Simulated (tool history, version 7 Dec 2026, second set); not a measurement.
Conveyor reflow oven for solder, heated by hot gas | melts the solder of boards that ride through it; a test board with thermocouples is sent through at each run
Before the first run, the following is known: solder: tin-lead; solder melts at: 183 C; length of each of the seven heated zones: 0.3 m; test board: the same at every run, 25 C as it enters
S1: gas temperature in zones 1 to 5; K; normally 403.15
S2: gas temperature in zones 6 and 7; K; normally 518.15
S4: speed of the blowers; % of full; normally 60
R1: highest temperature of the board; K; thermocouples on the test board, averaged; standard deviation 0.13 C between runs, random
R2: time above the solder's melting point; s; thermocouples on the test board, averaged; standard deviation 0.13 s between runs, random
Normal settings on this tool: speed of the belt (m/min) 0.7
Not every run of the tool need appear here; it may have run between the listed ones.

{"run": 1, "hour": 0.0, "S1": 403.15, "S2": 518.15, "speed of the belt (m/min)": 0.7, "S4": 60, "R1": 488.45, "R2": 34.6}
{"run": 2, "hour": 6.3, "S1": 403.15, "S2": 518.15, "speed of the belt (m/min)": 0.7, "S4": 60, "R1": 488.65, "R2": 34.8}
{"run": 3, "hour": 12.3, "S1": 403.15, "S2": 518.15, "speed of the belt (m/min)": 0.7, "S4": 60, "R1": 488.45, "R2": 34.6}
{"run": 4, "hour": 19.3, "S1": 403.15, "S2": 518.15, "speed of the belt (m/min)": 0.7, "S4": 60, "R1": 488.55, "R2": 34.7}
{"run": 5, "hour": 26.4, "S1": 405.15, "S2": 518.15, "speed of the belt (m/min)": 0.7, "S4": 60, "R1": 489.15, "R2": 35.6}
{"run": 6, "hour": 32.4, "S1": 403.15, "S2": 518.15, "speed of the belt (m/min)": 0.785, "S4": 60, "R1": 483.05, "R2": 27.2}
{"run": 7, "hour": 39.2, "S1": 403.15, "S2": 532.15, "speed of the belt (m/min)": 0.7, "S4": 60, "R1": 499.75, "R2": 40.7}
{"run": 8, "hour": 46.0, "S1": 403.15, "S2": 518.15, "speed of the belt (m/min)": 0.7, "S4": 60, "R1": 488.65, "R2": 34.8}
{"run": 9, "hour": 53.7, "S1": 403.15, "S2": 518.15, "speed of the belt (m/min)": 0.7, "S4": 60, "R1": 488.65, "R2": 34.7}
{"run": 10, "hour": 57.7, "S1": 403.15, "S2": 518.15, "speed of the belt (m/min)": 0.7, "S4": 60, "R1": 488.65, "R2": 34.5}
{"run": 11, "hour": 66.6, "S1": 403.15, "S2": 518.15, "speed of the belt (m/min)": 0.7, "S4": 60, "R1": 488.85, "R2": 34.6}
{"run": 12, "hour": 76.0, "S1": 403.15, "S2": 518.15, "speed of the belt (m/min)": 0.7, "S4": 60, "R1": 488.55, "R2": 34.7}
{"run": 13, "hour": 85.4, "S1": 393.15, "S2": 518.15, "speed of the belt (m/min)": 0.7, "S4": 60, "R1": 485.95, "R2": 31.2}
{"run": 14, "hour": 94.8, "S1": 412.15, "S2": 518.15, "speed of the belt (m/min)": 0.7, "S4": 60, "R1": 490.65, "R2": 37.9}
{"run": 15, "hour": 100.7, "S1": 412.15, "S2": 518.15, "speed of the belt (m/min)": 0.7, "S4": 60, "R1": 490.85, "R2": 38.1}
{"hour": 109.0, "done": "flux residue cleaned out of gas plates and filters"}
{"run": 16, "hour": 112.1, "S1": 393.15, "S2": 518.15, "speed of the belt (m/min)": 0.7, "S4": 60, "R1": 486.35, "R2": 31.6}

Run 17 comes next. What will it give?
{"run": 17, "hour": 116.5, "S1": 390.15, "S2": 527.15, "speed of the belt (m/min)": 0.741, "S4": 60, "R1": "?", "R2": "?"}

R1: 489.85 K
R2: 31 s
Had the tool carried no hidden state, the very same run would have given R1 489.25 K, R2 30.5 s.
